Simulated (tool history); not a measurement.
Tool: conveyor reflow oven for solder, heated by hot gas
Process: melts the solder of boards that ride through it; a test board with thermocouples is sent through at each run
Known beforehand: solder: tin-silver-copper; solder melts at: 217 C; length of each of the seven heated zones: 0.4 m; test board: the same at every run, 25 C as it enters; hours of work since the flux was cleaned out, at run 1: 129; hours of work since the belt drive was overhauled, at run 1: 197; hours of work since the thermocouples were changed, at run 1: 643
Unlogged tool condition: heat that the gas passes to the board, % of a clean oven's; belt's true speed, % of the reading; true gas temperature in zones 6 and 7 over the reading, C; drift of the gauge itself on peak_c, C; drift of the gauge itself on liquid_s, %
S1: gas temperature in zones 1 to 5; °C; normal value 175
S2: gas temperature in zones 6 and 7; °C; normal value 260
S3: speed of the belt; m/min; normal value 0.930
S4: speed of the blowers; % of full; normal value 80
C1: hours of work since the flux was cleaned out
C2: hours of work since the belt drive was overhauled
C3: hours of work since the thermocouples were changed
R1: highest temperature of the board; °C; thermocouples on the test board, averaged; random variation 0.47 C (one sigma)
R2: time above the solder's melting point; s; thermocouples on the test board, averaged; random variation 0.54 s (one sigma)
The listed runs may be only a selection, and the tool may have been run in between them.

run    hour   S1   S2     S3  S4   C1   C2    C3     R1    R2
  1     0.0  175  260  0.930  80  129  197   643  243.9  34.1
  2    90.6  164  260  0.930  80  168  236   682  240.7  30.3
  3   166.3  164  260  0.930  80  201  269   715  241.1  29.6
  4   250.0  164  260  0.930  80  237  304   751  240.8  29.4
  5   296.1  164  260  0.930  80  256  324   770  239.9  29.3
  6   369.6  175  260  0.930  80  288  356   802  242.6  32.1
  7   439.4  175  260  0.930  80  318  386   832  242.3  33.5
  8   535.0  175  260  0.948  80  359  427   873  241.3  32.0
  9   583.9  162  260  0.930  80  380  448   894  239.0  26.8
 10   666.2  162  260  0.930  80  415  483   929  238.4  26.8
      701.9  -- flux residue cleaned out of gas plates and filters
 11   771.7  162  260  0.930  80   30  527   973  241.5  30.0
 12   836.5  162  260  0.930  80   58  554  1000  241.0  29.3
 13   910.0  175  260  0.930  80   89  586  1032  242.4  34.1
 14   965.7  175  260  0.930  80  113  610  1056  243.5  33.5
 15  1053.3  175  260  0.930  80  151  648  1094  243.0  33.3
 16  1140.5  170  260  0.930  74  188  685  1131  239.7  30.1
 17  1230.1  171  269  0.930  76  227  724  1170  248.1  36.1
 18  1288.6  161  260  0.743  59  252  749  1195  242.0  38.6
 19  1340.1  161  258  0.816  59  274  771  1217  236.9  30.9
 20  1394.4  175  260  0.930  56  298  794  1240  236.5  27.0
     1418.0  -- thermocouples of zones 6 and 7 changed
 21  1490.7  175  260  1.033  80  338  835    31  240.8  28.8
     1539.9  -- belt drive overhauled, speed set with a stopwatch
 22  1586.6  187  266  0.959  67  378   20    71  246.8  37.4
 23  1637.0  187  266  0.959  67  399   42    92  247.3  37.2
     1709.2  -- flux residue cleaned out of gas plates and filters
 24  1726.9  174  266  1.107  67    8   78   129  241.8  25.5
 25  1827.8  175  260  0.794  78   51  122   172  249.3  45.4
 26  1888.3  175  268  0.930  80   77  148   198  251.1  38.5
 27  1972.0  175  260  0.931  57  113  184   234  239.4  30.1
 28  2049.7  175  260  0.931  78  146  217   268  243.5  34.9
 29  2124.9  175  260  1.084  56  179  249   300  233.3  20.4
 30  2214.6  175  260  1.084  56  217  288   338  233.4  19.6

Below are 4 alternative next runs, each starting from the tool's condition after run 30. Predict each:
  A  2296.8  175  266  0.947  56  253  323  374   ?   ?
  B  2296.8  175  260  0.744  54  253  323  374   ?   ?
  C  2296.8  175  260  0.909  56  253  323  374   ?   ?
  D  2296.8  185  264  1.084  70  253  323  374   ?   ?

run     R1    R2
  A  242.7  31.4
  B  245.3  44.9
  C  238.9  31.5
  D  241.9  29.6
What these runs would have given with no unlogged condition in the tool:
run     R1    R2
  A  245.4  33.2
  B  247.7  46.5
  C  241.5  33.5
  D  244.9  31.4
